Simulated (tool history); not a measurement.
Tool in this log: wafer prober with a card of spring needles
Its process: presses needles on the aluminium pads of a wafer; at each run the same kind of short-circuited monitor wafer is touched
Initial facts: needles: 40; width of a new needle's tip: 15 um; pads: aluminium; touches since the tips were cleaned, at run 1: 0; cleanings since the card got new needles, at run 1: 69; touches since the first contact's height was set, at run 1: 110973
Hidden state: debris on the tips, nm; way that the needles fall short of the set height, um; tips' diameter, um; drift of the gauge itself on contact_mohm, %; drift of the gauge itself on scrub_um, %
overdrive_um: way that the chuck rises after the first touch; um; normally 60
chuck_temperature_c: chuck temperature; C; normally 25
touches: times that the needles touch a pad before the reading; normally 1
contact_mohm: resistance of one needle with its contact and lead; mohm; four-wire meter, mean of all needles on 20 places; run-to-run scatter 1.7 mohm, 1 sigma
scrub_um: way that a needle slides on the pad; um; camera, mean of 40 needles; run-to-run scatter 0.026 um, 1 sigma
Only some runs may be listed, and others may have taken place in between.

run,hour,overdrive_um,chuck_temperature_c,touches,touches since the tips were cleaned,cleanings since the card got new needles,touches since the first contact's height was set,contact_mohm,scrub_um
1,0,60,25,1,0,69,110973,190,14.61
# hour 31.7: tips cleaned on abrasive film
2,39.9,60,25,1,2469,70,122949,274,14.53
# hour 65.1: tips cleaned on abrasive film
3,81.5,60,25,1,4932,71,135436,298,14.49
# hour 96.2: tips cleaned on abrasive film
# hour 127.8: tips cleaned on abrasive film
4,145.6,60,25,1,5369,73,154651,303,14.45
# hour 157.7: tips cleaned on abrasive film
# hour 187.6: tips cleaned on abrasive film
5,207.9,60,25,1,6106,75,173320,307,14.39
# hour 217.2: tips cleaned on abrasive film
# hour 249.2: tips cleaned on abrasive film
6,252.9,60,25,1,1102,77,186793,238,14.32
# hour 281.2: tips cleaned on abrasive film
7,291.4,60,25,3,3068,78,198354,213,14.31
# hour 304.6: height of the first contact set anew
# hour 313.2: tips cleaned on abrasive film
8,332.7,60,25,3,5873,79,8412,225,14.03
# hour 346: tips cleaned on abrasive film
# hour 376.1: tips cleaned on abrasive film
9,388.2,60,25,1,3660,81,25064,303,13.95
# hour 406.1: tips cleaned on abrasive film
10,424.4,60,25,1,5515,82,35904,316,13.91
# hour 438: tips cleaned on abrasive film
# hour 470.7: tips cleaned on abrasive film
11,487.8,60,25,1,5134,84,54920,313,13.87
# hour 501.7: tips cleaned on abrasive film
# hour 534.4: tips cleaned on abrasive film
12,536.5,74,25,1,615,86,69498,205,17.3
# hour 569.1: height of the first contact set anew, once more
# hour 569.2: tips cleaned on abrasive film
13,592.9,78,25,2,7131,87,7131,225,19.36
# hour 601.4: tips cleaned on abrasive film
# hour 632.6: tips cleaned on abrasive film
14,632.6,60,25,1,0,89,19003,181,14.77
# hour 663.2: tips cleaned on abrasive film
15,663.2,42,34,1,0,90,28183,204,10.27
# hour 694.7: tips cleaned on abrasive film
# hour 725.1: tips cleaned on abrasive film
16,725.9,51,85,3,257,92,46992,207,12.5
# hour 757.2: tips cleaned on abrasive film
# hour 786.8: tips cleaned on abrasive film
17,789.5,51,85,3,804,94,66048,216,12.47
# hour 817.5: tips cleaned on abrasive film
18,817.5,51,85,3,0,95,74441,199,12.44
# hour 850.3: tips cleaned on abrasive film
19,870.6,60,28,1,6085,96,90376,309,14.64
# hour 881.7: tips cleaned on abrasive film
20,905.7,71,56,1,7201,97,100906,280,17.33
# hour 911.5: tips cleaned on abrasive film
# hour 942.5: tips cleaned on abrasive film
21,964,60,30,1,6471,99,118394,310,14.53

Run 22 has not been measured yet. What should we expect?
# hour 972.7: tips cleaned on abrasive film
# hour 1003.1: tips cleaned on abrasive film
22,1012.3,52,52,3,2764,101,132851,?,?

{"run 22": {"contact_mohm": 236, "scrub_um": 12.5}}
Without the tool's hidden state the same run would have given contact_mohm 185 mohm, scrub_um 12.89 um.
